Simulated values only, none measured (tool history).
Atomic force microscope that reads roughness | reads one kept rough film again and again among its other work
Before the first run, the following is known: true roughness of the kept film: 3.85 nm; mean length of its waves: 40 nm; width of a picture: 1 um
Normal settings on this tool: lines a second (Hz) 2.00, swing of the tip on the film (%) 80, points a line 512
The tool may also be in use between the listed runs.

run,hour,lines a second (Hz),swing of the tip on the film (%),points a line,roughness of the kept film (nm (root mean square))
1,0.0,2.00,80,512,2.971
2,8.9,2.00,80,512,2.947
3,14.3,2.00,80,1019,2.926
4,19.8,2.00,80,1019,2.871
5,27.0,2.00,80,512,2.855
6,31.3,2.00,80,512,2.827
7,40.4,2.00,80,512,2.782
8,47.1,2.00,80,512,2.756
9,54.3,2.00,80,512,2.725
10,58.6,2.00,80,512,2.713
11,63.6,1.93,87,513,2.557
# hour 65.5: height scale calibrated on a step standard
12,70.5,1.24,61,317,2.990
13,74.4,1.17,88,317,2.674
14,82.9,1.17,88,317,2.657
15,86.9,1.46,71,581,2.788
# hour 91.9: height scale calibrated on a step standard, once more
16,96.4,1.46,71,581,2.755
17,100.6,1.53,77,581,2.647
# hour 103.3: new tip fitted
18,109.3,2.00,67,889,3.291
19,118.2,2.00,67,889,3.225
20,124.7,1.00,67,889,3.370

Each row is a separate what-if for the run after 20, all from the same tool condition, not one after another. Results?
A,128.7,2.00,86,392,?
B,128.7,0.57,84,788,?
C,128.7,2.49,67,889,?
D,128.7,1.00,67,344,?

run,roughness of the kept film (nm (root mean square))
A,2.833
B,3.229
C,3.130
D,3.299
What these runs would have given with no unlogged condition in the tool:
run,roughness of the kept film (nm (root mean square))
A,2.977
B,3.393
C,3.289
D,3.467
